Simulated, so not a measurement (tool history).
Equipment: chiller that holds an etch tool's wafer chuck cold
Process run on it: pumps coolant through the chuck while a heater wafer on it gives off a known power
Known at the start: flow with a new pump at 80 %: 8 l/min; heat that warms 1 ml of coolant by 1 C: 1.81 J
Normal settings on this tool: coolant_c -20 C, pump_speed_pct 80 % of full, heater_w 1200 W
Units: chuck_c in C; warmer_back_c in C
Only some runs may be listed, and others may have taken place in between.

{"run": 1, "hour": 0.0, "coolant_c": -20, "pump_speed_pct": 80, "heater_w": 1200, "chuck_c": -6.6, "warmer_back_c": 4.98}
{"run": 2, "hour": 100.4, "coolant_c": -20, "pump_speed_pct": 80, "heater_w": 1200, "chuck_c": -6.6, "warmer_back_c": 4.97}
{"run": 3, "hour": 149.3, "coolant_c": -20, "pump_speed_pct": 73, "heater_w": 1200, "chuck_c": -5.4, "warmer_back_c": 5.51}
{"run": 4, "hour": 234.5, "coolant_c": -20, "pump_speed_pct": 73, "heater_w": 1200, "chuck_c": -5.4, "warmer_back_c": 5.49}
{"run": 5, "hour": 287.5, "coolant_c": -20, "pump_speed_pct": 73, "heater_w": 1200, "chuck_c": -5.5, "warmer_back_c": 5.57}
{"run": 6, "hour": 340.8, "coolant_c": -20, "pump_speed_pct": 73, "heater_w": 1200, "chuck_c": -5.6, "warmer_back_c": 5.54}
{"run": 7, "hour": 427.7, "coolant_c": -20, "pump_speed_pct": 73, "heater_w": 1200, "chuck_c": -5.5, "warmer_back_c": 5.5}
{"run": 8, "hour": 486.1, "coolant_c": -20, "pump_speed_pct": 80, "heater_w": 950, "chuck_c": -9.3, "warmer_back_c": 3.99}
{"run": 9, "hour": 593.8, "coolant_c": -20, "pump_speed_pct": 80, "heater_w": 950, "chuck_c": -9.3, "warmer_back_c": 4}
{"run": 10, "hour": 646.0, "coolant_c": -20, "pump_speed_pct": 67, "heater_w": 950, "chuck_c": -7.5, "warmer_back_c": 4.81}
{"run": 11, "hour": 745.0, "coolant_c": -17, "pump_speed_pct": 80, "heater_w": 1200, "chuck_c": -3.7, "warmer_back_c": 5.05}
{"run": 12, "hour": 804.5, "coolant_c": -17, "pump_speed_pct": 80, "heater_w": 1200, "chuck_c": -3.8, "warmer_back_c": 5.06}
{"run": 13, "hour": 850.5, "coolant_c": -17, "pump_speed_pct": 80, "heater_w": 1200, "chuck_c": -3.7, "warmer_back_c": 5.06}
{"run": 14, "hour": 922.3, "coolant_c": -17, "pump_speed_pct": 67, "heater_w": 1200, "chuck_c": -1.4, "warmer_back_c": 6}
{"run": 15, "hour": 1018.3, "coolant_c": -17, "pump_speed_pct": 67, "heater_w": 1200, "chuck_c": -1.2, "warmer_back_c": 6.09}
{"run": 16, "hour": 1066.1, "coolant_c": -20, "pump_speed_pct": 80, "heater_w": 1200, "chuck_c": -6.7, "warmer_back_c": 5.1}
{"run": 17, "hour": 1162.6, "coolant_c": -10, "pump_speed_pct": 80, "heater_w": 1200, "chuck_c": 3.3, "warmer_back_c": 5}
{"run": 18, "hour": 1253.3, "coolant_c": -10, "pump_speed_pct": 80, "heater_w": 1200, "chuck_c": 3.4, "warmer_back_c": 5.05}
{"run": 19, "hour": 1319.3, "coolant_c": -10, "pump_speed_pct": 80, "heater_w": 1200, "chuck_c": 3.2, "warmer_back_c": 4.99}
{"run": 20, "hour": 1405.9, "coolant_c": -18, "pump_speed_pct": 64, "heater_w": 1576, "chuck_c": 3.5, "warmer_back_c": 8.46}
{"hour": 1416.9, "done": "chiller's thermometer calibrated"}
{"run": 21, "hour": 1493.4, "coolant_c": -18, "pump_speed_pct": 64, "heater_w": 1576, "chuck_c": 3.6, "warmer_back_c": 8.38}
{"run": 22, "hour": 1548.2, "coolant_c": -22, "pump_speed_pct": 71, "heater_w": 666, "chuck_c": -13.5, "warmer_back_c": 3.24}
{"run": 23, "hour": 1598.4, "coolant_c": -22, "pump_speed_pct": 68, "heater_w": 959, "chuck_c": -9.7, "warmer_back_c": 4.84}
{"run": 24, "hour": 1676.9, "coolant_c": -20, "pump_speed_pct": 85, "heater_w": 1008, "chuck_c": -9.2, "warmer_back_c": 4.03}
{"run": 25, "hour": 1773.9, "coolant_c": -21, "pump_speed_pct": 60, "heater_w": 608, "chuck_c": -12.1, "warmer_back_c": 3.52}
{"run": 26, "hour": 1844.0, "coolant_c": -22, "pump_speed_pct": 80, "heater_w": 1111, "chuck_c": -9.6, "warmer_back_c": 4.73}

Predict the results of run 27:
{"run": 27, "hour": 1890.9, "coolant_c": -22, "pump_speed_pct": 80, "heater_w": 1111, "chuck_c": "?", "warmer_back_c": "?"}

For run 27 the tool returned chuck_c -9.8 C, warmer_back_c 4.77 C.
On a tool with no hidden condition, and with the same random variation, this run would have come out at chuck_c -9.8 C, warmer_back_c 4.64 C.
